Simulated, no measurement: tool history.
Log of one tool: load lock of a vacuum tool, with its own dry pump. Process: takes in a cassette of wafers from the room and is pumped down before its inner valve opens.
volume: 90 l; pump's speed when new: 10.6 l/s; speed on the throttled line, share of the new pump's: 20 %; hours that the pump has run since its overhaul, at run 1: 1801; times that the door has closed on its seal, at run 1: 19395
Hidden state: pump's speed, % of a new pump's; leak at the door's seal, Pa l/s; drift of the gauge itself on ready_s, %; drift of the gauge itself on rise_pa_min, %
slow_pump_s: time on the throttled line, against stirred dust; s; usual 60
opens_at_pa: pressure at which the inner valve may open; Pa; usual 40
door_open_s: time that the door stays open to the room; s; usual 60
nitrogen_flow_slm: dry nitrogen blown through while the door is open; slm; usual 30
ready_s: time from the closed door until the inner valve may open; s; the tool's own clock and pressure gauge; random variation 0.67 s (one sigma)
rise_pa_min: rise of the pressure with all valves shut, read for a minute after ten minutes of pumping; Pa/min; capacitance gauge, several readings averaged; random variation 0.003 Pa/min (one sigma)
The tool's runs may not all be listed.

run	hour	slow_pump_s	opens_at_pa	door_open_s	nitrogen_flow_slm	hours that the pump has run since its overhaul	times that the door has closed on its seal	incoming humidity of the room's air, %	ready_s	rise_pa_min
1	0	60	40	60	30	1801	19395	46.4	115	0.107
2	376.1	60	40	60	30	2177	20552	45.2	116.6	0.115
3	714.5	60	40	60	30	2515	21592	44	115.5	0.115
4	961.5	60	49	60	30	2762	22352	40.9	114.9	0.118
5	1454	60	49	60	30	3255	23866	46.3	115.1	0.143
6	1802.7	60	49	60	30	3603	24938	46	115.4	0.147
7	2067.4	60	40	129	30	3868	25752	42.3	117.7	0.167
8	2495.3	60	74	60	30	4296	27068	43.7	111.5	0.157
9	2813.8	60	74	60	30	4614	28047	44.3	111.4	0.161
10	3100.3	60	40	60	30	4901	28928	44	117.5	0.175
11	3556.4	60	40	60	30	5357	30331	48.3	118.9	0.189
12	4082.3	60	40	60	30	5883	31948	47.2	117.9	0.203
13	4615	60	40	60	30	6416	33586	46.5	118.1	0.213
14	5102.5	37	67	36	7	6903	35085	43.2	95.5	0.231
15	5400.6	37	67	36	7	7201	36002	43.3	96	0.239
16	5684.7	37	67	36	7	7485	36875	43.2	95.6	0.248
17	6201.7	37	67	36	7	8002	38465	43	97.4	0.259
# hour 6284.4: door's seal changed, seat wiped
18	6443	60	40	60	37	8242	487	45.5	117.8	0.024
19	6748.2	60	40	60	37	8547	1426	42.4	119.1	0.028
20	7158.2	60	40	60	37	8957	2687	43	119.2	0.027
21	7588.7	60	40	60	37	9388	4010	43	119.6	0.03
22	7857.8	45	76	60	37	9657	4838	43.6	102.5	0.029
23	8103.2	36	78	223	7	9902	5593	41.6	94.5	0.093

Forecast each of these 4 alternatives for the next run:
A	8403.6	76	66	60	19	10203	6516	44.7	?	?
B	8403.6	36	65	46	7	10203	6516	43.8	?	?
C	8403.6	120	42	223	18	10203	6516	41.9	?	?
D	8403.6	37	78	107	7	10203	6516	44.3	?	?

run	ready_s	rise_pa_min
A	127.7	0.047
B	96.4	0.046
C	166	0.081
D	96	0.072
Without the tool's hidden state the same runs would have given:
run	ready_s	rise_pa_min
A	123.5	0.03
B	91.3	0.029
C	162.1	0.064
D	91.1	0.054
